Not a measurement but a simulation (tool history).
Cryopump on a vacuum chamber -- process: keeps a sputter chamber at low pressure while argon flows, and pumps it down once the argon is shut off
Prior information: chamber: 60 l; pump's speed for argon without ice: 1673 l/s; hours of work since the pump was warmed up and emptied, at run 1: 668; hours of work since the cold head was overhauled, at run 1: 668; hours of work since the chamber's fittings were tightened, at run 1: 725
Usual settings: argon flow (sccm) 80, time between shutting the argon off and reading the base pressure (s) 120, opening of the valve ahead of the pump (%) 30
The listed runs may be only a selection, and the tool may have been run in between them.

| run | hour | argon flow (sccm) | time between shutting the argon off and reading the base pressure (s) | opening of the valve ahead of the pump (%) | hours of work since the pump was warmed up and emptied | hours of work since the cold head was overhauled | hours of work since the chamber's fittings were tightened | pressure while argon flows (Pa) | pressure after the wait (uPa) |
|---|---|---|---|---|---|---|---|---|---|
| 1 | 0.0 | 80 | 120 | 30 | 668 | 668 | 725 | 0.2959 | 1.15 |
|  | 43.0 | pump warmed up, emptied and cooled again |
| 2 | 56.6 | 80 | 189 | 30 | 10 | 706 | 764 | 0.2720 | 0.94 |
| 3 | 104.0 | 78 | 189 | 30 | 45 | 741 | 799 | 0.2666 | 0.93 |
| 4 | 128.5 | 78 | 189 | 30 | 64 | 760 | 817 | 0.2628 | 0.94 |
| 5 | 157.6 | 78 | 189 | 30 | 85 | 781 | 839 | 0.2646 | 1.00 |
| 6 | 191.9 | 72 | 120 | 30 | 111 | 807 | 864 | 0.2464 | 1.10 |
| 7 | 221.1 | 72 | 120 | 30 | 133 | 829 | 886 | 0.2481 | 1.12 |
| 8 | 268.9 | 80 | 120 | 30 | 168 | 864 | 922 | 0.2740 | 1.21 |
| 9 | 298.0 | 80 | 120 | 30 | 190 | 886 | 943 | 0.2756 | 1.16 |
| 10 | 348.1 | 128 | 120 | 30 | 227 | 923 | 980 | 0.4420 | 1.25 |
| 11 | 393.7 | 128 | 120 | 30 | 261 | 957 | 1014 | 0.4459 | 1.25 |
| 12 | 441.0 | 128 | 120 | 30 | 296 | 992 | 1050 | 0.4483 | 1.31 |
| 13 | 497.9 | 80 | 120 | 41 | 339 | 1035 | 1092 | 0.2085 | 1.37 |
| 14 | 543.6 | 80 | 120 | 19 | 373 | 1069 | 1126 | 0.4359 | 1.38 |
|  | 557.5 | leaking fittings of the chamber tightened, without venting |
| 15 | 599.5 | 54 | 120 | 30 | 413 | 1109 | 31 | 0.1917 | 0.51 |
| 16 | 640.1 | 146 | 120 | 30 | 443 | 1139 | 62 | 0.5182 | 0.55 |
| 17 | 678.7 | 80 | 120 | 30 | 472 | 1168 | 90 | 0.2856 | 0.57 |
| 18 | 719.0 | 80 | 120 | 30 | 502 | 1198 | 120 | 0.2874 | 0.61 |
| 19 | 764.3 | 104 | 201 | 47 | 535 | 1231 | 154 | 0.2469 | 0.54 |
| 20 | 812.3 | 56 | 201 | 47 | 571 | 1267 | 190 | 0.1340 | 0.56 |
| 21 | 846.6 | 80 | 120 | 16 | 597 | 1293 | 215 | 0.5295 | 0.70 |
| 22 | 880.4 | 38 | 120 | 17 | 622 | 1318 | 240 | 0.2382 | 0.76 |
| 23 | 906.9 | 50 | 38 | 32 | 641 | 1337 | 260 | 0.1718 | 1.25 |
| 24 | 953.7 | 38 | 38 | 42 | 676 | 1372 | 295 | 0.1020 | 1.27 |
|  | 988.0 | pump warmed up, emptied and cooled again |
| 25 | 990.8 | 80 | 29 | 30 | 2 | 1396 | 319 | 0.2711 | 1.37 |
| 26 | 1041.2 | 80 | 29 | 30 | 40 | 1434 | 356 | 0.2699 | 1.46 |
| 27 | 1082.8 | 58 | 29 | 30 | 71 | 1465 | 387 | 0.1970 | 1.44 |
| 28 | 1137.7 | 58 | 137 | 16 | 111 | 1506 | 428 | 0.3687 | 0.79 |
| 29 | 1193.8 | 154 | 79 | 30 | 153 | 1547 | 470 | 0.5297 | 0.90 |
| 30 | 1225.3 | 77 | 41 | 31 | 177 | 1571 | 493 | 0.2566 | 1.28 |
| 31 | 1264.2 | 77 | 41 | 31 | 206 | 1600 | 522 | 0.2578 | 1.32 |
| 32 | 1306.0 | 77 | 157 | 56 | 237 | 1631 | 553 | 0.1467 | 0.84 |
| 33 | 1351.3 | 45 | 49 | 18 | 270 | 1664 | 587 | 0.2585 | 1.25 |
| 34 | 1384.1 | 103 | 88 | 42 | 295 | 1689 | 612 | 0.2606 | 1.01 |

Some steps in pressure while argon flows (Pa), run to run, broken into two amounts with sign: the step expected even without the hidden condition (settings, incoming material, random variation), and the rest, left for the hidden condition together with whatever gauge scatter is not in both the measured and the hidden-condition-free result:
The hidden state here: pump's speed, % of a pump's without ice; cold plate's temperature, K; leak into the chamber, uPa l/s; drift of the gauge itself on working_pa, %; drift of the gauge itself on base_upa, %.
Run 1 -> 2: time between shutting the argon off and reading the base pressure (s) 120 -> 189, pump warmed up, emptied and cooled again. pressure while argon flows (Pa) -0.0239: hidden state -0.0234, all else -0.0005.
Run 15 -> 16: argon flow (sccm) 54 -> 146. pressure while argon flows (Pa) +0.3265: hidden state +0.0173, all else +0.3092.
Run 16 -> 17: argon flow (sccm) 146 -> 80. pressure while argon flows (Pa) -0.2326: hidden state -0.0106, all else -0.2220.
Run 20 -> 21: argon flow (sccm) 56 -> 80, time between shutting the argon off and reading the base pressure (s) 201 -> 120, opening of the valve ahead of the pump (%) 47 -> 16. pressure while argon flows (Pa) +0.3955: hidden state +0.0069, all else +0.3886.
Run 21 -> 22: argon flow (sccm) 80 -> 38, opening of the valve ahead of the pump (%) 16 -> 17. pressure while argon flows (Pa) -0.2913: hidden state -0.0102, all else -0.2811.

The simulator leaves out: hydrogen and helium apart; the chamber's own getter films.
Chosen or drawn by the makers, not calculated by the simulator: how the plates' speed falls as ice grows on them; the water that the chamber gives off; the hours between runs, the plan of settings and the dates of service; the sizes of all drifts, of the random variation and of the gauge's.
